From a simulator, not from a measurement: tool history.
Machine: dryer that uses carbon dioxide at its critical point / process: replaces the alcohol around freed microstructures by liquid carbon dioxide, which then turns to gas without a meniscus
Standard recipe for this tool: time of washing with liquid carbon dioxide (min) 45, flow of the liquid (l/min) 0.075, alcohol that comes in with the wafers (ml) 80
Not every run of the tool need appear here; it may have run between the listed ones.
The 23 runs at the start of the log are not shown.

run,hour,time of washing with liquid carbon dioxide (min),flow of the liquid (l/min),alcohol that comes in with the wafers (ml),alcohol left in the vessel before it's heated (ppm by volume)
24,536,45,0.075,69,672
25,552.7,45,0.054,69,3029
26,572.6,28,0.0516,64,13620
# hour 599: purifier's bed changed
27,605.5,35,0.0668,108,5211
28,637.6,63,0.1103,80,12
29,657.8,61,0.099,102,24
30,676.5,37,0.0617,38,2086
31,707.7,41,0.0978,35,134
32,725.7,27,0.0853,35,1839
33,748.1,57,0.0894,99,76
34,773.5,45,0.0636,55,1360
35,799.7,61,0.1066,33,26
36,824.6,61,0.1066,33,31
37,839.9,31,0.1066,47,516
38,864.2,30,0.0484,95,21967
39,897.8,45,0.075,104,1211

4 ways to go on from here, each from the tool as it stands after run 39. What would each give?
A,915.7,51,0.0543,76,?
B,915.7,45,0.0508,49,?
C,915.7,45,0.1239,80,?
D,915.7,54,0.0546,39,?

run,alcohol left in the vessel before it's heated (ppm by volume)
A,2467
B,3302
C,56
D,982
What these runs would have given with no unlogged condition in the tool:
run,alcohol left in the vessel before it's heated (ppm by volume)
A,1812
B,2565
C,18
D,697

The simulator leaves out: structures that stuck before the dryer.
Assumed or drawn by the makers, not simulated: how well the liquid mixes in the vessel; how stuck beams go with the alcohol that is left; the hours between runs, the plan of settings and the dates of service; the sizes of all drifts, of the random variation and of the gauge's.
